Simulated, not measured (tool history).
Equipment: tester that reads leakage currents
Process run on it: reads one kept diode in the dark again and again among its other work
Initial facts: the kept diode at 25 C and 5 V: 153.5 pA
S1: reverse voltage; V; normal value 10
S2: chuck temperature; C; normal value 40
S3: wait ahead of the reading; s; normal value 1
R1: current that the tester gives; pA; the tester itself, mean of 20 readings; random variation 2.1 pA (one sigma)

| run | hour | S1 | S2 | S3 | R1 |
|---|---|---|---|---|---|
| 1 | 0 | 10 | 40 | 1 | 680.06 |
| 2 | 29.7 | 10 | 40 | 1 | 680.26 |
| 3 | 66.5 | 10 | 40 | 1 | 678.54 |
| 4 | 94.8 | 10 | 40 | 1 | 676.11 |
| 5 | 154 | 10 | 45 | 1 | 980.35 |
| 6 | 201 | 10 | 45 | 1 | 976.72 |
| 7 | 235.6 | 10 | 34 | 1 | 428.58 |
| 8 | 287.2 | 4.6 | 34 | 1 | 299.76 |
| 9 | 333.9 | 4.6 | 34 | 1 | 302.24 |
| 10 | 393.8 | 4.6 | 34 | 1 | 301.47 |
| 11 | 443.1 | 4.6 | 34 | 1 | 301.41 |
| 12 | 482.3 | 1.7 | 40 | 1 | 308.1 |
| 13 | 514 | 1.7 | 40 | 1 | 307.58 |
| 14 | 543.3 | 1.7 | 40 | 1 | 305.71 |
| 15 | 594.5 | 17.5 | 40 | 1 | 866.03 |
| 16 | 621.9 | 17.5 | 40 | 1 | 868.05 |
| 17 | 663.7 | 17.5 | 40 | 1 | 870.99 |
| 18 | 724.4 | 10 | 38 | 1 | 577.89 |
| 19 | 776.5 | 1.2 | 40 | 1 | 262.04 |
| 20 | 804 | 1.2 | 40 | 1 | 262.68 |
| 21 | 862.8 | 7.1 | 40 | 1 | 572.45 |
|  | 867.8 | chuck's temperature calibrated |
| 22 | 931.8 | 7.1 | 40 | 1 | 561.8 |
| 23 | 986.8 | 6.3 | 40 | 1.51 | 526.93 |
|  | 1010.1 | probe card cleaned and baked |
| 24 | 1039.2 | 10 | 51 | 4.37 | 1428.44 |
| 25 | 1095.8 | 10 | 51 | 4.37 | 1428.11 |
|  | 1124.8 | chuck's temperature calibrated, once more |
| 26 | 1153.6 | 10 | 51 | 4.37 | 1569.65 |
| 27 | 1212.9 | 10 | 51 | 4.37 | 1568.66 |
| 28 | 1244.7 | 10 | 51 | 4.37 | 1571.33 |
| 29 | 1295.7 | 7.5 | 51 | 1.79 | 1386.3 |
| 30 | 1335.4 | 7.5 | 51 | 1.79 | 1382.51 |
| 31 | 1371 | 4.2 | 36 | 0.94 | 349.82 |
| 32 | 1417.5 | 17.3 | 48 | 3.38 | 1607.37 |
| 33 | 1445.3 | 17.3 | 48 | 3.38 | 1603.45 |
| 34 | 1475 | 5.2 | 30 | 1.3 | 238.82 |
| 35 | 1507.5 | 10 | 40 | 1.43 | 700.26 |
| 36 | 1574.1 | 2.6 | 59 | 2.05 | 1522.23 |
| 37 | 1614.4 | 7.2 | 27 | 2.05 | 214.72 |
| 38 | 1648.4 | 7.2 | 27 | 0.71 | 215.85 |
| 39 | 1704.8 | 7.2 | 27 | 0.71 | 216.05 |
| 40 | 1748.3 | 7.2 | 27 | 0.71 | 216.67 |

A few steps of R1 between consecutive runs. Split each: what settings, incoming material and random variation would produce without the hidden state, and what is left over for the hidden state, along with gauge scatter present in only one of the two compared results (measured, and without hidden state):
Hidden conditions of the tool in this case: stray current of the dirty probe card, pA a volt; current scale over the true one, %; true chuck temperature over the reading, C; drift of the gauge itself on leakage_pa, %.
Run 6 -> 7: S2 45 -> 34. R1 -548.14 pA: hidden state +24.3, all else -572.44.
Run 23 -> 24: S1 6.3 -> 10, S2 40 -> 51, S3 1.51 -> 4.37, probe card cleaned and baked. R1 +901.51 pA: hidden state -92.67, all else +994.18.
Run 25 -> 26: chuck's temperature calibrated, once more. R1 +141.54 pA: hidden state +143.53, all else -1.99.
Run 31 -> 32: S1 4.2 -> 17.3, S2 36 -> 48, S3 0.94 -> 3.38. R1 +1257.55 pA: hidden state +3.42, all else +1254.13.
Run 33 -> 34: S1 17.3 -> 5.2, S2 48 -> 30, S3 3.38 -> 1.3. R1 -1364.63 pA: hidden state -2.97, all else -1361.66.
Run 36 -> 37: S1 2.6 -> 7.2, S2 59 -> 27. R1 -1307.51 pA: hidden state +3.86, all else -1311.37.

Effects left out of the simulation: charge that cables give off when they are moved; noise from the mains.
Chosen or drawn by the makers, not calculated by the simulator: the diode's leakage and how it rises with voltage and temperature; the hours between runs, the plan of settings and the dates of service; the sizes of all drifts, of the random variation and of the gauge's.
